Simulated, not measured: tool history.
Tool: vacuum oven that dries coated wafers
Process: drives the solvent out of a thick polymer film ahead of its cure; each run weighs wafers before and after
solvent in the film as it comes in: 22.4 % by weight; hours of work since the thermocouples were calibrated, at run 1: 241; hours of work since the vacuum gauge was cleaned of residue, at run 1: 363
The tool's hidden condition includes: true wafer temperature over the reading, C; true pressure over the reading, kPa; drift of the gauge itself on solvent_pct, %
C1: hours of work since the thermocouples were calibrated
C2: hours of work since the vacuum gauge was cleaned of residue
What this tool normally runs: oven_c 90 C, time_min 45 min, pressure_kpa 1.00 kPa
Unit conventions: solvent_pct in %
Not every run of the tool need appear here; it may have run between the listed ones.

run 1 day=0.000 | oven_c=90 time_min=45 pressure_kpa=1.00 | C1=241 C2=363 | solvent_pct=2.15
run 2 day=0.771 | oven_c=90 time_min=45 pressure_kpa=1.00 | C1=254 C2=376 | solvent_pct=2.05
run 3 day=1.196 | oven_c=90 time_min=45 pressure_kpa=1.00 | C1=261 C2=383 | solvent_pct=2.10
run 4 day=1.846 | oven_c=90 time_min=24 pressure_kpa=1.00 | C1=271 C2=393 | solvent_pct=5.37
run 5 day=2.704 | oven_c=90 time_min=24 pressure_kpa=1.00 | C1=285 C2=407 | solvent_pct=5.32
run 6 day=3.583 | oven_c=104 time_min=45 pressure_kpa=1.00 | C1=300 C2=421 | solvent_pct=0.57
run 7 day=4.200 | oven_c=77 time_min=45 pressure_kpa=1.00 | C1=310 C2=431 | solvent_pct=5.87
run 8 day=4.675 | oven_c=77 time_min=45 pressure_kpa=1.00 | C1=317 C2=439 | solvent_pct=5.85
run 9 day=5.079 | oven_c=90 time_min=70 pressure_kpa=1.00 | C1=324 C2=446 | solvent_pct=1.04
run 10 day=5.850 | oven_c=90 time_min=70 pressure_kpa=1.00 | C1=336 C2=458 | solvent_pct=1.06
run 11 day=6.233 | oven_c=90 time_min=70 pressure_kpa=1.00 | C1=342 C2=464 | solvent_pct=1.05
run 12 day=7.004 | oven_c=90 time_min=70 pressure_kpa=1.00 | C1=355 C2=477 | solvent_pct=1.05
-- day=7.121 vacuum gauge cleaned of residue and calibrated
run 13 day=7.679 | oven_c=90 time_min=43 pressure_kpa=1.00 | C1=365 C2=9 | solvent_pct=2.39
run 14 day=8.108 | oven_c=90 time_min=43 pressure_kpa=1.00 | C1=372 C2=16 | solvent_pct=2.32
run 15 day=8.904 | oven_c=90 time_min=43 pressure_kpa=1.45 | C1=385 C2=29 | solvent_pct=2.64
run 16 day=9.446 | oven_c=90 time_min=43 pressure_kpa=1.45 | C1=394 C2=38 | solvent_pct=2.63
-- day=10.162 vacuum gauge cleaned of residue and calibrated, once more
run 17 day=10.204 | oven_c=90 time_min=38 pressure_kpa=1.00 | C1=405 C2=1 | solvent_pct=2.84
run 18 day=10.696 | oven_c=90 time_min=38 pressure_kpa=1.00 | C1=413 C2=9 | solvent_pct=2.87
run 19 day=11.142 | oven_c=90 time_min=38 pressure_kpa=1.00 | C1=420 C2=16 | solvent_pct=2.86
run 20 day=11.646 | oven_c=90 time_min=38 pressure_kpa=1.00 | C1=428 C2=24 | solvent_pct=2.77

Run 21, settings as shown, results not yet in. Your forecast:
run 21 day=12.454 | oven_c=88 time_min=38 pressure_kpa=2.72 | C1=441 C2=37 | solvent_pct=?

{"run 21": {"solvent_pct": 4.27}}
With no hidden state in the tool, this same run would have given solvent_pct 4.08 %.
